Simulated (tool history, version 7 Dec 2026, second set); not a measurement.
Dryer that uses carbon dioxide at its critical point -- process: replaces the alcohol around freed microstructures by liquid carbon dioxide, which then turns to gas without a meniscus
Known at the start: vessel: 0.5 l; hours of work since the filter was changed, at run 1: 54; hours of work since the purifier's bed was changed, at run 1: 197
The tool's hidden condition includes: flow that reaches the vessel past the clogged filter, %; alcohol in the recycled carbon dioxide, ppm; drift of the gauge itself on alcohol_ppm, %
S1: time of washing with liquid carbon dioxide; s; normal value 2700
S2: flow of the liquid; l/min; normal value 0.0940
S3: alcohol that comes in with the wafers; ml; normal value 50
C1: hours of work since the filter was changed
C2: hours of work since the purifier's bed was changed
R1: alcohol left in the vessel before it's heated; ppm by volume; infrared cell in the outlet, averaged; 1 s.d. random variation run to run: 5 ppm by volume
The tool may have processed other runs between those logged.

{"run": 1, "day": 0.0, "S1": 2700, "S2": 0.094, "S3": 50, "C1": 54, "C2": 197, "R1": 80}
{"run": 2, "day": 0.371, "S1": 2700, "S2": 0.0597, "S3": 50, "C1": 60, "C2": 202, "R1": 616}
{"run": 3, "day": 0.604, "S1": 2700, "S2": 0.0597, "S3": 104, "C1": 63, "C2": 205, "R1": 1238}
{"run": 4, "day": 0.908, "S1": 2700, "S2": 0.094, "S3": 50, "C1": 67, "C2": 210, "R1": 85}
{"run": 5, "day": 1.133, "S1": 2700, "S2": 0.094, "S3": 50, "C1": 70, "C2": 213, "R1": 75}
{"run": 6, "day": 1.4, "S1": 2700, "S2": 0.094, "S3": 50, "C1": 74, "C2": 217, "R1": 85}
{"run": 7, "day": 1.767, "S1": 2700, "S2": 0.1181, "S3": 50, "C1": 79, "C2": 222, "R1": 59}
{"run": 8, "day": 2.042, "S1": 2700, "S2": 0.1181, "S3": 50, "C1": 83, "C2": 225, "R1": 58}
{"run": 9, "day": 2.242, "S1": 2700, "S2": 0.1181, "S3": 22, "C1": 86, "C2": 228, "R1": 55}
{"run": 10, "day": 2.604, "S1": 2700, "S2": 0.1181, "S3": 82, "C1": 91, "C2": 233, "R1": 60}
{"run": 11, "day": 3.05, "S1": 3660, "S2": 0.0838, "S3": 20, "C1": 97, "C2": 240, "R1": 61}
{"run": 12, "day": 3.45, "S1": 3660, "S2": 0.0838, "S3": 20, "C1": 103, "C2": 245, "R1": 58}
{"run": 13, "day": 3.783, "S1": 1740, "S2": 0.0645, "S3": 50, "C1": 107, "C2": 250, "R1": 2951}
{"run": 14, "day": 4.088, "S1": 1740, "S2": 0.0645, "S3": 50, "C1": 111, "C2": 254, "R1": 2944}
{"run": 15, "day": 4.383, "S1": 1740, "S2": 0.0645, "S3": 64, "C1": 116, "C2": 258, "R1": 3773}
{"run": 16, "day": 4.758, "S1": 2700, "S2": 0.1584, "S3": 50, "C1": 121, "C2": 263, "R1": 68}
{"run": 17, "day": 5.171, "S1": 2700, "S2": 0.0726, "S3": 20, "C1": 126, "C2": 269, "R1": 141}

What if the next run were any one of these 3? Each begins from the tool's condition after run 17:
{"run": "A", "day": 5.496, "S1": 1680, "S2": 0.1513, "S3": 104, "C1": 131, "C2": 274, "R1": "?"}
{"run": "B", "day": 5.496, "S1": 3000, "S2": 0.094, "S3": 86, "C1": 131, "C2": 274, "R1": "?"}
{"run": "C", "day": 5.496, "S1": 2880, "S2": 0.0578, "S3": 20, "C1": 131, "C2": 274, "R1": "?"}

run=A R1=116
run=B R1=89
run=C R1=281
Without the tool's hidden state the same runs would have given:
run=A R1=41
run=B R1=21
run=C R1=186

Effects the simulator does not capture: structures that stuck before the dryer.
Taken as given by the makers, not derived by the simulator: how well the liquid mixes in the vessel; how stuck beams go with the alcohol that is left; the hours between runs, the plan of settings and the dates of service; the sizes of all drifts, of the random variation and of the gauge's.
